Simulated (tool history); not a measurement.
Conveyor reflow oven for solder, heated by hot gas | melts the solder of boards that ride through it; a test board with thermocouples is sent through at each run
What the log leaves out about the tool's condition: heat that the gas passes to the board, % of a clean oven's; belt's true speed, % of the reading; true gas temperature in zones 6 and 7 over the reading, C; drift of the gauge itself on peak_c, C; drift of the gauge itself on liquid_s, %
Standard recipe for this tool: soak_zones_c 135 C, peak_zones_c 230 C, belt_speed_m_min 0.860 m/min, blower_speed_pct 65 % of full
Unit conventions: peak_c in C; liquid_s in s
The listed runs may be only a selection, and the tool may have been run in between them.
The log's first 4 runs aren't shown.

run	day	soak_zones_c	peak_zones_c	belt_speed_m_min	blower_speed_pct	hours of work since the flux was cleaned out	hours of work since the belt drive was overhauled	hours of work since the thermocouples were changed	peak_c	liquid_s
5	4.058	141	230	0.860	65	67	601	261	216.9	42.98
6	4.912	142	230	0.860	65	80	614	274	217.3	43.40
7	5.621	135	230	0.860	65	91	625	285	215.9	41.11
8	6.779	135	230	0.860	80	108	642	302	218.2	42.49
9	7.754	135	222	0.860	65	123	657	317	209.1	36.67
10	8.700	135	230	0.860	62	137	671	331	215.7	40.66
11	9.562	135	230	0.860	62	150	684	344	215.5	40.43
12	10.117	135	230	0.860	65	159	693	352	216.1	40.87
13	11.154	135	230	0.860	65	174	708	368	216.0	40.92
14	11.742	135	230	0.860	65	183	717	377	216.2	41.01
15	12.308	135	230	0.860	65	192	726	386	216.1	41.01
16	12.896	135	242	0.969	65	201	735	394	222.6	38.87
17	14.062	135	232	0.969	57	218	752	412	212.5	33.50
18	15.346	149	227	0.955	67	238	772	432	212.9	38.42
19	16.321	149	239	0.860	65	253	786	446	226.3	49.47
20	17.546	135	230	0.771	57	271	805	465	217.7	47.13
21	18.133	135	228	0.860	65	280	814	474	214.4	39.87
22	19.162	135	230	0.860	65	296	829	489	216.3	40.78
23	19.912	135	230	0.860	65	307	841	501	216.0	40.80

Run 24 is up next; what results do you expect?
24	20.721	135	230	0.860	81	319	853	513	?	?

For run 24 the tool returned peak_c 218.1 C, liquid_s 42.53 s.
Take away the tool's hidden state, keep the run-to-run variation as it was, and the same run would have given peak_c 218.2 C, liquid_s 42.55 s.
